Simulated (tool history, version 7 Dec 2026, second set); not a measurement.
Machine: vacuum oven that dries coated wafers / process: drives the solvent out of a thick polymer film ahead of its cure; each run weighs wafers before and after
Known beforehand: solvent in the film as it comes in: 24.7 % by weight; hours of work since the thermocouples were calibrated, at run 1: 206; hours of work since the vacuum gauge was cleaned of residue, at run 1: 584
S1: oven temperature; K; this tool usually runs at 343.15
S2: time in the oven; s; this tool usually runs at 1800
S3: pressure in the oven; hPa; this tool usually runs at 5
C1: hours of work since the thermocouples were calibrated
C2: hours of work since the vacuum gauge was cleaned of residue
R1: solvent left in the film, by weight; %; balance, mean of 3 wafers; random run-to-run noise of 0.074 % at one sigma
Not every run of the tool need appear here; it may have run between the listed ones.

| run | hour | S1 | S2 | S3 | C1 | C2 | R1 |
|---|---|---|---|---|---|---|---|
| 1 | 0 | 343.15 | 1800 | 5 | 206 | 584 | 5.77 |
| 2 | 70.6 | 343.15 | 1800 | 5 | 262 | 639 | 5.78 |
| 3 | 170.9 | 343.15 | 1800 | 6.71 | 340 | 718 | 5.96 |
| 4 | 257.1 | 343.15 | 1800 | 6.71 | 408 | 785 | 5.98 |
| 5 | 315 | 343.15 | 1800 | 6.71 | 453 | 831 | 5.87 |
| 6 | 384.9 | 343.15 | 1800 | 5 | 508 | 886 | 6.06 |
| 7 | 458 | 343.15 | 1800 | 5 | 565 | 943 | 6.02 |
| 8 | 553.5 | 343.15 | 1800 | 5 | 640 | 1018 | 6.22 |
| 9 | 607.5 | 343.15 | 1800 | 5 | 683 | 1060 | 6.21 |
| 10 | 690.3 | 343.15 | 1800 | 5 | 748 | 1125 | 6.39 |
|  | 778.7 | oven's thermocouples calibrated |
| 11 | 778.7 | 343.15 | 1800 | 5 | 0 | 1193 | 5.43 |
| 12 | 859.9 | 343.15 | 1800 | 5 | 64 | 1257 | 5.62 |
| 13 | 956.9 | 343.15 | 1800 | 5 | 140 | 1333 | 5.75 |
| 14 | 1023.9 | 343.15 | 1500 | 5 | 192 | 1385 | 7.07 |
| 15 | 1096.4 | 343.15 | 1500 | 5 | 249 | 1442 | 7.05 |
| 16 | 1175.4 | 343.15 | 1500 | 5 | 311 | 1504 | 7.01 |
| 17 | 1268.6 | 343.15 | 1500 | 5 | 384 | 1577 | 7.17 |
|  | 1276.3 | vacuum gauge cleaned of residue and calibrated |
| 18 | 1333.2 | 343.15 | 1500 | 5 | 434 | 45 | 7.28 |
| 19 | 1423.6 | 343.15 | 1500 | 5 | 505 | 116 | 7.5 |
| 20 | 1524.7 | 343.15 | 1500 | 5 | 584 | 195 | 7.56 |
|  | 1564.4 | vacuum gauge cleaned of residue and calibrated, once more |
| 21 | 1613.4 | 343.15 | 1500 | 5 | 652 | 38 | 7.53 |
| 22 | 1673.5 | 343.15 | 1500 | 5 | 699 | 86 | 7.55 |
| 23 | 1749.7 | 343.15 | 2760 | 5 | 759 | 145 | 3.3 |
|  | 1826 | oven's thermocouples calibrated |
| 24 | 1826 | 342.15 | 1800 | 5 | 0 | 204 | 6.06 |
| 25 | 1870.7 | 349.15 | 1800 | 5 | 35 | 239 | 2.56 |
| 26 | 1932.5 | 349.15 | 1800 | 5 | 84 | 287 | 2.43 |
| 27 | 1987.9 | 344.15 | 3000 | 5.53 | 127 | 331 | 2.05 |
| 28 | 2072 | 345.15 | 1320 | 10.29 | 193 | 397 | 6.85 |
| 29 | 2129.1 | 343.15 | 1800 | 5 | 238 | 441 | 5.6 |
| 30 | 2203.6 | 330.15 | 1440 | 4.82 | 296 | 500 | 14.49 |
| 31 | 2283.4 | 330.15 | 1860 | 13.92 | 359 | 562 | 13.43 |
| 32 | 2333.5 | 343.15 | 2340 | 5.69 | 398 | 602 | 4.13 |
| 33 | 2403.6 | 343.15 | 2340 | 5.69 | 453 | 657 | 4.19 |
| 34 | 2449.9 | 343.15 | 1080 | 7.62 | 489 | 693 | 9.75 |
| 35 | 2552.8 | 343.15 | 2700 | 13.99 | 570 | 774 | 3.56 |
| 36 | 2597.7 | 343.15 | 2340 | 13.99 | 605 | 809 | 4.66 |
| 37 | 2645.8 | 328.15 | 1800 | 10.35 | 643 | 847 | 14.52 |
| 38 | 2694.6 | 328.15 | 1800 | 10.35 | 681 | 885 | 14.73 |
| 39 | 2745.8 | 330.15 | 1800 | 16.15 | 721 | 925 | 14.15 |
| 40 | 2803.9 | 341.15 | 2400 | 5 | 767 | 971 | 5.37 |
| 41 | 2858.5 | 341.15 | 2400 | 5 | 810 | 1013 | 5.33 |
|  | 2872 | oven's thermocouples calibrated |
| 42 | 2906.1 | 341.15 | 2400 | 5 | 27 | 1049 | 4.64 |
| 43 | 3000.9 | 341.15 | 2400 | 5 | 101 | 1124 | 4.65 |
| 44 | 3079.1 | 341.15 | 2400 | 5 | 162 | 1185 | 4.66 |
| 45 | 3148.9 | 331.15 | 1800 | 4.5 | 217 | 1240 | 12.56 |

Results per run with the tool's hidden condition removed, run-to-run variation unchanged:
Unlogged tool condition in this case: true wafer temperature over the reading, C; true pressure over the reading, kPa; drift of the gauge itself on solvent_pct, %.
| run | R1 |
|---|---|
| 1 | 5.45 |
| 2 | 5.4 |
| 3 | 5.5 |
| 4 | 5.45 |
| 5 | 5.31 |
| 6 | 5.44 |
| 7 | 5.34 |
| 8 | 5.46 |
| 9 | 5.41 |
| 10 | 5.52 |
| 11 | 5.32 |
| 12 | 5.44 |
| 13 | 5.49 |
| 14 | 6.77 |
| 15 | 6.69 |
| 16 | 6.59 |
| 17 | 6.68 |
| 18 | 6.71 |
| 19 | 6.86 |
| 20 | 6.83 |
| 21 | 6.86 |
| 22 | 6.84 |
| 23 | 2.71 |
| 24 | 6.06 |
| 25 | 2.54 |
| 26 | 2.37 |
| 27 | 1.96 |
| 28 | 6.67 |
| 29 | 5.37 |
| 30 | 14.25 |
| 31 | 13.1 |
| 32 | 3.77 |
| 33 | 3.77 |
| 34 | 9.27 |
| 35 | 3.1 |
| 36 | 4.11 |
| 37 | 13.99 |
| 38 | 14.17 |
| 39 | 13.51 |
| 40 | 4.62 |
| 41 | 4.54 |
| 42 | 4.66 |
| 43 | 4.6 |
| 44 | 4.55 |
| 45 | 12.42 |
